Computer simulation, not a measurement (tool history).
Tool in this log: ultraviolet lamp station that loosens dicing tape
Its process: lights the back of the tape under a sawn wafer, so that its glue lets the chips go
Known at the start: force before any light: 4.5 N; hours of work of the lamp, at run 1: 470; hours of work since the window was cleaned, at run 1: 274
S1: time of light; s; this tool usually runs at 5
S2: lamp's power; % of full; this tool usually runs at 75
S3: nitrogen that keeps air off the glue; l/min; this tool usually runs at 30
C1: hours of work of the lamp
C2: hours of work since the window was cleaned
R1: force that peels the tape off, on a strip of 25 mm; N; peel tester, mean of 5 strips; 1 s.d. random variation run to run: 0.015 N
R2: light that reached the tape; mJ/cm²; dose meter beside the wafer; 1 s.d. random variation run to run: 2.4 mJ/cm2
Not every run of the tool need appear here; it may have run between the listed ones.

run     day  S1  S2  S3    C1   C2     R1   R2
  1       0   5  75  30   470  274  0.697  280
  2   1.075   5  75  30   490  294  0.687  280
  3    1.65   5  75  30   501  305  0.696  276
  4   2.392   5  75  30   514  319   0.73  273
      2.717  -- window cleaned of glue's vapour
  5   2.967   5  75  30   525    5  0.683  283
  6   4.175   5  75  30   547   27   0.71  280
  7   5.067   5  75  30   564   44  0.699  281
  8   5.592   5  75  30   574   53  0.699  279
  9   6.708   5  75  30   594   74  0.712  282
 10   7.621   5  70  30   611   91   0.75  259
 11   8.688   2  75  30   631  111  2.015  110
 12   9.712   2  75  30   650  130   2.05  111
 13  10.496   2  75  30   665  145   1.96  111
 14  11.008   2  75  30   674  154  1.992  116
 15  12.054   2  75  30   694  174  1.935  110
 16  13.054   3  75  30   712  192  1.367  171
 17  13.725   3  75  41   725  205  1.251  166
 18  14.388   5  75  47   737  217  0.568  282
 19  15.058   5  75  47   750  230  0.575  281
 20  16.192   5  75  47   771  251  0.562  281
 21  17.296   5  75  30   791  271  0.679  282
 22  18.075   5  75  30   806  286   0.68  278
 23  18.738   5  75  30   818  298  0.684  281
 24  19.321   3  98  43   829  309  0.835  219
     20.138  -- window cleaned of glue's vapour
 25  20.304   3  92  16   847    3  1.398  208
 26  20.967   3  92  16   859   15  1.392  204
 27  21.975   3  69  30   878   34  1.537  157
 28  22.688   7  90  30   891   47  0.317  463
 29  23.442   7  90  30   905   62  0.332  466
 30  23.979   3  62  24   915   71  1.813  138
 31  24.592   4  75  20   927   83  1.163  224
 32  25.517  10  74  20   944  100  0.309  554
 33  26.033   3  92  19   954  110  1.312  201
 34  27.096   2  66  32   973  129  2.191   97
 35  27.725   2  66  32   985  141  2.204   98
 36  28.746   9  75  25  1004  160  0.324  503
 37  29.708   2  75  18  1022  178  2.218  114
 38  30.933   2  75  18  1045  201  2.362  112
 39  31.596   3  89  21  1057  213  1.317  200
 40  32.683   5  75  16  1077  233  0.971  280
 41  33.262   3  75  36  1088  244  1.288  171
 42  33.812   3  75  11  1098  254  1.991  172
 43  34.642   5  88  30  1114  270  0.535  329

Consider 3 possible next runs. They are alternatives, not a sequence: every one starts from the tool as it was left by run 43. What does each give?
  A  35.388   5  88  16  1128  284   ?   ?
  B  35.388   5  88  35  1128  284   ?   ?
  C  35.388   3  75  27  1128  284   ?   ?

run     R1   R2
  A  0.765  330
  B  0.505  322
  C  1.428  162
With no hidden state in the tool, these same runs would have given:
run     R1   R2
  A  0.762  330
  B  0.503  323
  C  1.424  163
